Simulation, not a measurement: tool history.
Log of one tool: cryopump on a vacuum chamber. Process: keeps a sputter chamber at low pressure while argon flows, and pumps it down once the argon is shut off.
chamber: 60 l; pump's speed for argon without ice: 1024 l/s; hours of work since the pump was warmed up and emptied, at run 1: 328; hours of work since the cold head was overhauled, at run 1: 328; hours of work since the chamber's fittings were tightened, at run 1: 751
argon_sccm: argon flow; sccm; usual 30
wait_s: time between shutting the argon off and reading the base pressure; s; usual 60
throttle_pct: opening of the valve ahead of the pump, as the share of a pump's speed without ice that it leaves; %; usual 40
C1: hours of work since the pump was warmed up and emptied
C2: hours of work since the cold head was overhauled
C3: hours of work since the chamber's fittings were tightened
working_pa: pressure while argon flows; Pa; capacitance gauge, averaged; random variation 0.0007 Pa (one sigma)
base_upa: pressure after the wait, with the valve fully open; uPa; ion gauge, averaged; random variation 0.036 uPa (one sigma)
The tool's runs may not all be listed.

Run 1, hour 0: usual settings; C1 328; C2 328; C3 751. Result: working_pa 0.133 Pa, base_upa 5.13 uPa.
Run 2, hour 14.1: usual settings; C1 336; C2 336; C3 759. Result: working_pa 0.1338 Pa, base_upa 5.13 uPa.
Run 3, hour 30.6: usual settings but throttle_pct 16 %; C1 345; C2 345; C3 768. Result: working_pa 0.3195 Pa, base_upa 5.05 uPa.
Run 4, hour 59.2: usual settings but throttle_pct 16 %; C1 361; C2 361; C3 784. Result: working_pa 0.3189 Pa, base_upa 5.11 uPa.
Run 5, hour 71.9: usual settings but throttle_pct 16 %; C1 368; C2 368; C3 791. Result: working_pa 0.3209 Pa, base_upa 5.21 uPa.
Run 6, hour 95.4: usual settings but throttle_pct 59 %; C1 382; C2 382; C3 804. Result: working_pa 0.0953 Pa, base_upa 5.39 uPa.
Run 7, hour 114.4: usual settings but throttle_pct 59 %; C1 392; C2 392; C3 815. Result: working_pa 0.0953 Pa, base_upa 5.28 uPa.
Run 8, hour 127.3: usual settings but throttle_pct 54 %; C1 399; C2 399; C3 822. Result: working_pa 0.1036 Pa, base_upa 5.41 uPa.
Run 9, hour 148.3: usual settings but throttle_pct 54 %; C1 411; C2 411; C3 833. Result: working_pa 0.1046 Pa, base_upa 5.48 uPa.
Run 10, hour 174.6: usual settings but argon_sccm 21 sccm, throttle_pct 54 %; C1 426; C2 426; C3 848. Result: working_pa 0.0738 Pa, base_upa 5.59 uPa.
Run 11, hour 202.7: usual settings but argon_sccm 21 sccm, throttle_pct 16 %; C1 441; C2 441; C3 864. Result: working_pa 0.2246 Pa, base_upa 5.71 uPa.
Run 12, hour 218.2: usual settings but wait_s 50 s; C1 450; C2 450; C3 872. Result: working_pa 0.1377 Pa, base_upa 6.02 uPa.
Run 13, hour 236.7: usual settings but wait_s 50 s; C1 460; C2 460; C3 883. Result: working_pa 0.1375 Pa, base_upa 6.07 uPa.
Run 14, hour 262.4: usual settings but argon_sccm 19 sccm, wait_s 69 s, throttle_pct 29 %; C1 475; C2 475; C3 897. Result: working_pa 0.1178 Pa, base_upa 5.79 uPa.
Run 15, hour 275.2: usual settings but argon_sccm 19 sccm, wait_s 69 s, throttle_pct 29 %; C1 482; C2 482; C3 904. Result: working_pa 0.1167 Pa, base_upa 5.64 uPa.
Run 16, hour 299: usual settings but argon_sccm 19 sccm, wait_s 69 s, throttle_pct 29 %; C1 495; C2 495; C3 917. Result: working_pa 0.1183 Pa, base_upa 5.73 uPa.
Run 17, hour 324.4: usual settings but argon_sccm 12 sccm, wait_s 24 s, throttle_pct 47 %; C1 509; C2 509; C3 932. Result: working_pa 0.0486 Pa, base_upa 8.79 uPa.
Run 18, hour 343.4: usual settings but argon_sccm 12 sccm, wait_s 24 s, throttle_pct 47 %; C1 520; C2 520; C3 942. Result: working_pa 0.0477 Pa, base_upa 8.63 uPa.
Run 19, hour 366.2: usual settings but argon_sccm 33 sccm, wait_s 24 s; C1 533; C2 533; C3 955. Result: working_pa 0.1559 Pa, base_upa 8.63 uPa.
Run 20, hour 395.9: usual settings but argon_sccm 33 sccm, wait_s 24 s; C1 549; C2 549; C3 971. Result: working_pa 0.1551 Pa, base_upa 8.77 uPa.
Run 21, hour 423.9: usual settings but argon_sccm 28 sccm, wait_s 120 s, throttle_pct 16 %; C1 565; C2 565; C3 987. Result: working_pa 0.3056 Pa, base_upa 5.84 uPa.

5 ways to go on from here, each from the tool as it stands after run 21. What would each give?
Run A, hour 445.8: usual settings but argon_sccm 51 sccm, wait_s 32 s, throttle_pct 45 %; C1 577; C2 577; C3 999. Result: working_pa ?, base_upa ?.
Run B, hour 445.8: usual settings but argon_sccm 33 sccm, wait_s 149 s, throttle_pct 43 %; C1 577; C2 577; C3 999. Result: working_pa ?, base_upa ?.
Run C, hour 445.8: usual settings but wait_s 42 s; C1 577; C2 577; C3 999. Result: working_pa ?, base_upa ?.
Run D, hour 445.8: usual settings but argon_sccm 37 sccm, wait_s 128 s, throttle_pct 16 %; C1 577; C2 577; C3 999. Result: working_pa ?, base_upa ?.
Run E, hour 445.8: usual settings but wait_s 34 s, throttle_pct 17 %; C1 577; C2 577; C3 999. Result: working_pa ?, base_upa ?.

run  working_pa  base_upa
  A      0.2186       8.2
  B      0.1475      5.65
  C      0.1433      7.32
  D       0.405      5.72
  E      0.3109      8.04
Without the tool's hidden state the same runs would have given:
run  working_pa  base_upa
  A      0.1864      3.46
  B      0.1266      0.94
  C      0.1243      2.66
  D      0.3816      1.06
  E      0.2918      3.27

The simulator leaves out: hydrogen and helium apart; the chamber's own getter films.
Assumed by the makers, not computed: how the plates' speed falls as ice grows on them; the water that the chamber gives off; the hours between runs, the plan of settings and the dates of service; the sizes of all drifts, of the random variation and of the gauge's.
